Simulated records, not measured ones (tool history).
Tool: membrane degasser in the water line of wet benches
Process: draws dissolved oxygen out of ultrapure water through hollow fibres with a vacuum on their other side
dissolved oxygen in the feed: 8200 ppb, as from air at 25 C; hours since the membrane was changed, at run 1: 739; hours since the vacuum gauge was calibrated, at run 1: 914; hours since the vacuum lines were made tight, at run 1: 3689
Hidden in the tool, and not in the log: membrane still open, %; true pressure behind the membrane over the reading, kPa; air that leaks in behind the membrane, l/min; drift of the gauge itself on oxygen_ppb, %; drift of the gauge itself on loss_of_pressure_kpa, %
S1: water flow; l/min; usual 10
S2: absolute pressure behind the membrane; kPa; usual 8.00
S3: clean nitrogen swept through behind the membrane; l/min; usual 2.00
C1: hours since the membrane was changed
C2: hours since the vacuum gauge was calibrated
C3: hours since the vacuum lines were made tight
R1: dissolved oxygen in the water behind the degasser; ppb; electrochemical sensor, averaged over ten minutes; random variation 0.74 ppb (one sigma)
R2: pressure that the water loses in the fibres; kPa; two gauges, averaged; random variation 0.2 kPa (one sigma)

{"run": 1, "hour": 0.0, "S1": 10, "S2": 8.0, "S3": 2.0, "C1": 739, "C2": 914, "C3": 3689, "R1": 68.3, "R2": 44.56}
{"run": 2, "hour": 39.6, "S1": 10, "S2": 8.0, "S3": 2.0, "C1": 778, "C2": 953, "C3": 3729, "R1": 66.8, "R2": 44.43}
{"run": 3, "hour": 112.6, "S1": 10, "S2": 8.0, "S3": 2.0, "C1": 851, "C2": 1027, "C3": 3802, "R1": 68.8, "R2": 44.79}
{"run": 4, "hour": 185.2, "S1": 6, "S2": 8.0, "S3": 2.0, "C1": 924, "C2": 1099, "C3": 3875, "R1": 37.5, "R2": 26.71}
{"run": 5, "hour": 229.9, "S1": 6, "S2": 8.0, "S3": 2.0, "C1": 969, "C2": 1144, "C3": 3919, "R1": 36.6, "R2": 26.67}
{"run": 6, "hour": 301.6, "S1": 6, "S2": 8.0, "S3": 2.0, "C1": 1040, "C2": 1216, "C3": 3991, "R1": 36.9, "R2": 26.94}
{"run": 7, "hour": 371.9, "S1": 6, "S2": 8.0, "S3": 2.0, "C1": 1111, "C2": 1286, "C3": 4061, "R1": 36.7, "R2": 27.11}
{"run": 8, "hour": 409.1, "S1": 7, "S2": 8.0, "S3": 2.0, "C1": 1148, "C2": 1323, "C3": 4098, "R1": 43.9, "R2": 31.47}
{"run": 9, "hour": 440.8, "S1": 10, "S2": 8.0, "S3": 2.0, "C1": 1180, "C2": 1355, "C3": 4130, "R1": 66.8, "R2": 44.62}
{"run": 10, "hour": 505.0, "S1": 10, "S2": 8.0, "S3": 2.0, "C1": 1244, "C2": 1419, "C3": 4194, "R1": 68.3, "R2": 45.05}
{"run": 11, "hour": 558.6, "S1": 7, "S2": 8.75, "S3": 2.0, "C1": 1297, "C2": 1472, "C3": 4248, "R1": 49.5, "R2": 31.75}
{"run": 12, "hour": 601.7, "S1": 7, "S2": 8.75, "S3": 2.0, "C1": 1341, "C2": 1516, "C3": 4291, "R1": 50.4, "R2": 31.93}
{"run": 13, "hour": 640.1, "S1": 7, "S2": 8.75, "S3": 2.75, "C1": 1379, "C2": 1554, "C3": 4330, "R1": 38.8, "R2": 31.74}
{"run": 14, "hour": 710.0, "S1": 7, "S2": 8.75, "S3": 0.84, "C1": 1449, "C2": 1624, "C3": 4399, "R1": 110.9, "R2": 31.66}
{"run": 15, "hour": 781.4, "S1": 9, "S2": 8.75, "S3": 1.22, "C1": 1520, "C2": 1695, "C3": 4471, "R1": 104.0, "R2": 40.63}
{"run": 16, "hour": 816.5, "S1": 10, "S2": 14.13, "S3": 2.0, "C1": 1555, "C2": 1730, "C3": 4506, "R1": 141.8, "R2": 44.98}
{"run": 17, "hour": 856.1, "S1": 7, "S2": 4.82, "S3": 4.47, "C1": 1595, "C2": 1770, "C3": 4545, "R1": 8.9, "R2": 31.55}

The same runs without the tool's hidden state, with the same run-to-run variation:
run=1 R2=44.56
run=2 R2=44.39
run=3 R2=44.70
run=4 R2=26.62
run=5 R2=26.56
run=6 R2=26.80
run=7 R2=26.94
run=8 R2=31.25
run=9 R2=44.28
run=10 R2=44.66
run=11 R2=31.45
run=12 R2=31.61
run=13 R2=31.40
run=14 R2=31.28
run=15 R2=40.10
run=16 R2=44.36
run=17 R2=31.09
R1: within 0.2 ppb of the measured result in every run.
